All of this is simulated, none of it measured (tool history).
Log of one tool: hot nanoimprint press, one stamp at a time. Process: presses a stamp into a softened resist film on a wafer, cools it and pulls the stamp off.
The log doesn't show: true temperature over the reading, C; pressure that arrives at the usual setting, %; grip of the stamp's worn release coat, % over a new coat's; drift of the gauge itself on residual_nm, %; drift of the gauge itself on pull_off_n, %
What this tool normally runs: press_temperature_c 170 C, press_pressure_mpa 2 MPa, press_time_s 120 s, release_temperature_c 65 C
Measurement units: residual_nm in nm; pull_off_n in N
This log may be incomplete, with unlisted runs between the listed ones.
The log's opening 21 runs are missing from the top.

run,hour,press_temperature_c,press_pressure_mpa,press_time_s,release_temperature_c,hours of work since the thermocouple was calibrated,imprints on the stamp's release coat,hours of work since the press's seals were changed,residual_nm,pull_off_n
22,1014.1,165,1.72,120,65,129,665,1144,362.2,103
23,1063.4,165,1.72,120,65,162,845,1178,361.5,112
24,1114.8,165,1.72,120,65,197,1032,1213,360.8,111
25,1154.6,167,2.67,120,65,225,1177,1240,280,108
# hour 1183.9: press's hydraulic seals changed and the load cell set to zero
26,1224.5,159,2,160,65,267,1403,28,380.9,119
27,1267.4,179,2.19,120,65,296,1559,57,167.5,111
28,1305.7,170,3.06,106,65,323,1699,83,217.1,116
29,1334,180,1.59,120,63,342,1802,103,187.9,116
# hour 1376.9: stamp cleaned and given a new release coat
30,1378.2,180,1.59,120,63,368,5,129,186.3,96

Predict the results of run 31:
31,1436.2,176,3.17,120,65,408,217,169,?,?

residual_nm: 151.8 nm
pull_off_n: 102 N
If the tool had no hidden condition, the same run with the same run-to-run variation would have returned residual_nm 163 nm, pull_off_n 100 N.
